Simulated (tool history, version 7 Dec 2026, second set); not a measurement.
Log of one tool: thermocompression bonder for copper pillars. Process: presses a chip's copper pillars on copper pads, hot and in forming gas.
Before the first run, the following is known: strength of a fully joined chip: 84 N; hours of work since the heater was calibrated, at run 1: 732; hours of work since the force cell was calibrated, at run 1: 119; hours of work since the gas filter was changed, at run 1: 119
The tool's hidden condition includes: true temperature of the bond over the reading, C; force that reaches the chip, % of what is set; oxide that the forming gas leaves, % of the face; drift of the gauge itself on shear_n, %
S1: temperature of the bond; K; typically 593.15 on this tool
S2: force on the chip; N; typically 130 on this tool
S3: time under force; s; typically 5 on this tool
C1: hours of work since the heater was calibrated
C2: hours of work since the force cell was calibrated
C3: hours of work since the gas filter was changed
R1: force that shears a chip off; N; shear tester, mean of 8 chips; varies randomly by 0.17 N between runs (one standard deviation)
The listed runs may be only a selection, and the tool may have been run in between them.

run,day,S1,S2,S3,C1,C2,C3,R1
1,0.000,593.15,130,5,732,119,119,34.1
2,1.200,593.15,130,5,750,137,137,34.2
# day 1.662: forming gas filter changed
3,2.425,593.15,130,5,768,155,12,35.0
4,5.083,593.15,130,5,808,196,52,34.7
5,7.067,593.15,130,5,839,226,82,34.8
6,9.150,593.15,130,5,870,257,114,34.3
# day 11.175: forming gas filter changed
7,11.438,593.15,130,5,905,292,4,35.2
8,13.204,593.15,130,5,931,319,31,35.2
9,15.738,593.15,130,5,970,357,69,35.2
10,17.525,570.15,130,5,997,384,96,26.1
11,20.088,570.15,130,5,1036,423,135,26.0
# day 20.392: heater calibrated with a thermocouple chip
# day 20.779: forming gas filter changed
12,22.250,565.15,93,9,28,454,22,23.7
13,23.812,565.15,93,9,52,478,46,23.6
14,26.129,610.15,94,5,87,513,81,32.9
15,28.358,610.15,94,5,121,547,115,32.6
16,30.112,610.15,94,5,147,573,142,32.2
# day 30.346: forming gas filter changed
17,31.600,611.15,92,5,169,596,19,33.2
# day 32.925: heater calibrated with a thermocouple chip, once more
18,33.638,611.15,92,5,11,625,49,28.8
19,34.958,595.15,89,5,31,645,69,22.3
20,36.875,595.15,181,5,60,674,98,43.1
21,38.858,595.15,181,5,90,705,128,42.7
# day 40.000: forming gas filter changed
22,40.192,595.15,143,5,110,724,3,35.9

3 options for the next run, each taken on its own from the tool as it stands now. Forecast them:
A,41.408,609.15,130,5,128,743,21,?
B,41.408,595.15,107,5,128,743,21,?
C,41.408,593.15,179,7,128,743,21,?

run,R1
A,38.9
B,27.9
C,47.7
Take away the tool's hidden state, keep each run's random variation, and the runs would have read:
run,R1
A,39.9
B,28.7
C,48.8

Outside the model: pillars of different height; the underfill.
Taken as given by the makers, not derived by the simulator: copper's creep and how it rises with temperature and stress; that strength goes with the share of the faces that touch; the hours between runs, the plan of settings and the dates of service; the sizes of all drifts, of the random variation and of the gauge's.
